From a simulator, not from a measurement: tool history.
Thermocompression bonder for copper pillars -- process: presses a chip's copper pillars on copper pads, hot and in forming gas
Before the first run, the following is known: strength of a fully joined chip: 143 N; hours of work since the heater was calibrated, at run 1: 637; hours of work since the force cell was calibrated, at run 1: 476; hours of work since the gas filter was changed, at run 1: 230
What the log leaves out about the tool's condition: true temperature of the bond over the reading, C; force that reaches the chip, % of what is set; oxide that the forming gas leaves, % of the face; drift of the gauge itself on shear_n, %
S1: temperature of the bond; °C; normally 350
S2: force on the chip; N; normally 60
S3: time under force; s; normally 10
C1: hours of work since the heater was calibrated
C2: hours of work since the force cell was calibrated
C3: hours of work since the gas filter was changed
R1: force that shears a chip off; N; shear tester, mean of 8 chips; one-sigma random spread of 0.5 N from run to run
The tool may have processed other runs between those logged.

run	hour	S1	S2	S3	C1	C2	C3	R1
1	0.0	350	60	10	637	476	230	87.8
2	58.5	350	60	10	672	511	265	87.7
3	119.7	350	60	10	708	548	301	86.7
# hour 123.1: forming gas filter changed
4	176.5	350	60	10	742	581	32	92.7
5	222.2	350	60	10	769	608	59	92.3
6	277.7	350	48	10	802	641	92	83.6
7	307.9	350	48	10	820	659	110	82.4
8	340.5	350	60	10	840	679	130	89.9
9	370.4	350	60	10	858	697	147	89.8
10	412.5	350	60	10	883	722	173	90.2
11	465.9	350	60	10	915	754	204	88.6
12	528.3	350	60	10	952	791	242	88.5
13	562.4	350	56	10	972	811	262	86.1
14	607.0	350	56	10	999	838	289	85.2
# hour 634.2: forming gas filter changed
15	667.9	350	60	10	1035	874	20	93.7
16	726.4	350	60	10	1070	909	55	91.2
17	781.0	350	45	10	1102	941	88	82.0
18	808.5	350	45	8	1119	958	104	76.7
19	837.9	350	45	15	1136	975	122	91.8
20	903.4	371	75	17	1175	1014	161	118.5
21	966.9	350	36	10	1213	1052	198	73.1
22	996.8	350	36	10	1231	1070	216	73.8
23	1056.6	326	36	5	1266	1106	252	45.7
24	1100.2	340	36	9	1292	1132	278	64.7
# hour 1144.0: forming gas filter changed
25	1168.1	372	60	10	1333	1172	14	104.5
26	1196.0	372	60	10	1349	1188	31	105.0
27	1245.9	350	89	12	1379	1218	61	110.4
28	1306.1	350	50	10	1415	1254	97	87.2
29	1365.8	350	50	10	1451	1290	132	85.5
30	1424.0	350	50	10	1485	1324	167	85.8
31	1475.0	350	50	10	1516	1355	197	85.1
32	1538.4	350	38	10	1553	1393	235	74.3
# hour 1573.0: heater calibrated with a thermocouple chip
33	1594.8	352	39	10	13	1425	268	70.1
34	1627.3	352	39	10	32	1444	287	70.9
# hour 1655.0: forming gas filter changed
35	1685.6	371	70	27	67	1479	18	127.1
36	1727.9	357	37	27	92	1504	43	100.4

Same runs, no hidden state in the tool, same run-to-run variation:
run	R1
1	90.2
2	90.7
3	90.3
4	91.2
5	91.1
6	82.8
7	81.9
8	89.9
9	90.1
10	90.9
11	89.9
12	90.4
13	88.2
14	87.7
15	91.1
16	89.2
17	80.3
18	75.2
19	90.8
20	120.1
21	72.7
22	73.7
23	45.1
24	64.9
25	101.8
26	102.5
27	108.3
28	84.9
29	83.9
30	84.7
31	84.5
32	74.0
33	76.5
34	77.7
35	129.2
36	103.6
